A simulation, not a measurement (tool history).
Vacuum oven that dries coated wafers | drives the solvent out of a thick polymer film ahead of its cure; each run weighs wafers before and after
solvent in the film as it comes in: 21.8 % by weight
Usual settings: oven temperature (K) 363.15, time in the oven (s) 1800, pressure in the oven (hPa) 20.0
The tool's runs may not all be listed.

run	day	oven temperature (K)	time in the oven (s)	pressure in the oven (hPa)	solvent left in the film (%)
1	0.000	363.15	1800	20.0	1.49
2	1.033	363.15	1800	20.0	1.53
3	1.771	363.15	1800	20.0	1.48
4	2.562	363.15	1800	20.0	1.54
5	3.583	363.15	1800	45.0	2.21
6	4.342	363.15	1800	45.0	2.15
7	5.275	354.15	1800	35.1	5.12
8	5.846	366.15	1500	36.0	1.73
9	6.596	361.15	1500	36.0	3.15

Forecast run 10:
10	7.375	360.15	1140	10.6	?

Run 10 gave solvent left in the film (%) 4.29.
Without the tool's hidden state the same run would have given solvent left in the film (%) 5.22.
